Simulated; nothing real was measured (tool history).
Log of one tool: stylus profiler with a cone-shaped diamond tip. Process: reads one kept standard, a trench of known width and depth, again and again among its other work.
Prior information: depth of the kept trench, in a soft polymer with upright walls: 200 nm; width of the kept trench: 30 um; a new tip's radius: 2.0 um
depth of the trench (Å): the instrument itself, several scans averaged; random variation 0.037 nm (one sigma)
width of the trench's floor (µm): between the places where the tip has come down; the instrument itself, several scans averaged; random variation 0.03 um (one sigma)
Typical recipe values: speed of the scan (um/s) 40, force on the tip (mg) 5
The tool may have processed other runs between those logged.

run	hour	speed of the scan (um/s)	force on the tip (mg)	depth of the trench (Å)	width of the trench's floor (µm)
1	0	40	5	2045.9	27.73
2	59.2	40	6	2051.9	27.77
# hour 89.3: height scale calibrated on a step standard
3	139.7	80	5	2044.6	27.51
4	193.1	40	5	2044.2	27.68
5	276.1	49	5	2044.3	27.62
6	325.6	49	5	2043.9	27.7
7	417.9	40	5	2044	27.66
8	515.3	40	5	2043.1	27.72
# hour 612.9: height scale calibrated on a step standard, once more
9	622.6	40	5	2048.1	27.64
10	686	40	5	2048.6	27.63
11	731.4	40	5	2048.1	27.68
12	787.7	40	5	2049	27.64
13	879.5	87	2.58	2030.2	27.34
14	963.8	15	5.55	2051.9	27.78
15	1015.1	15	5.55	2051.6	27.7
16	1109.9	60	8.01	2066.6	27.6
17	1159.6	60	8.01	2065.8	27.58
18	1220.3	60	8.01	2065.7	27.55
19	1320.1	54	7.94	2065.4	27.61
20	1409.9	10	6.25	2055.1	27.72
21	1511.1	10	6.25	2055.1	27.75
22	1570.1	138	4.92	2046.2	27.16
23	1668.9	40	3.47	2035.8	27.54
24	1762.1	24	3.82	2038.8	27.59

4 options for the next run, each taken on its own from the tool as it stands now. Forecast them:
A	1862	18	4.39	?	?
B	1862	12	3.82	?	?
C	1862	26	11.67	?	?
D	1862	79	2.26	?	?

run	depth of the trench (Å)	width of the trench's floor (µm)
A	2042.3	27.66
B	2037.8	27.65
C	2085.2	27.62
D	2025.8	27.26
Had the tool no hidden state, the same runs would have come out as:
run	depth of the trench (Å)	width of the trench's floor (µm)
A	2046.4	28.22
B	2041.9	28.21
C	2089.3	28.18
D	2029.8	27.82

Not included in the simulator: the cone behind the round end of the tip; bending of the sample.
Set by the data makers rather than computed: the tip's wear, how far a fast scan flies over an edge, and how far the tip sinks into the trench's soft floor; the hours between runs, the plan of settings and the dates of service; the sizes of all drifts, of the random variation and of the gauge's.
